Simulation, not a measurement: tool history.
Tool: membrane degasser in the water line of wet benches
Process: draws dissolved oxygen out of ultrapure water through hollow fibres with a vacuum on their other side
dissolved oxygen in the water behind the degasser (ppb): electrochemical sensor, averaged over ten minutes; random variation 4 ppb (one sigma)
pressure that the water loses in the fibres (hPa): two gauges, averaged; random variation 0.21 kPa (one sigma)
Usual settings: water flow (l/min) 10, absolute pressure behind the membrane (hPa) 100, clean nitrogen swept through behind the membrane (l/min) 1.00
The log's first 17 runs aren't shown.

run,hour,water flow (l/min),absolute pressure behind the membrane (hPa),clean nitrogen swept through behind the membrane (l/min),dissolved oxygen in the water behind the degasser (ppb),pressure that the water loses in the fibres (hPa)
18,880.4,9,120,2.14,300.3,461.3
19,942.6,6,73,2.99,109.2,309.3
20,1003.8,6,73,2.99,109.0,311.5
21,1071.9,15,223,0.45,1557.3,768.9
22,1134.8,7,80,1.00,205.8,359.4
23,1201.9,10,106,1.00,424.9,512.4
24,1246.2,13,161,1.94,604.3,663.6
25,1293.1,7,98,1.11,225.7,362.6
26,1373.3,9,100,1.00,352.4,460.1
27,1410.1,7,116,0.95,278.1,362.1
28,1451.2,7,244,2.03,307.1,359.9
29,1517.2,7,244,2.03,314.6,359.8
30,1571.8,15,207,0.91,1063.0,773.1
31,1606.6,15,207,0.91,1069.5,772.9

Forecast run 32:
32,1648.9,12,100,1.00,?,?

{"run 32": {"dissolved oxygen in the water behind the degasser (ppb)": 527.9, "pressure that the water loses in the fibres (hPa)": 621.9}}
Without the tool's hidden state the same run would have given dissolved oxygen in the water behind the degasser (ppb) 509.9, pressure that the water loses in the fibres (hPa) 614.8.

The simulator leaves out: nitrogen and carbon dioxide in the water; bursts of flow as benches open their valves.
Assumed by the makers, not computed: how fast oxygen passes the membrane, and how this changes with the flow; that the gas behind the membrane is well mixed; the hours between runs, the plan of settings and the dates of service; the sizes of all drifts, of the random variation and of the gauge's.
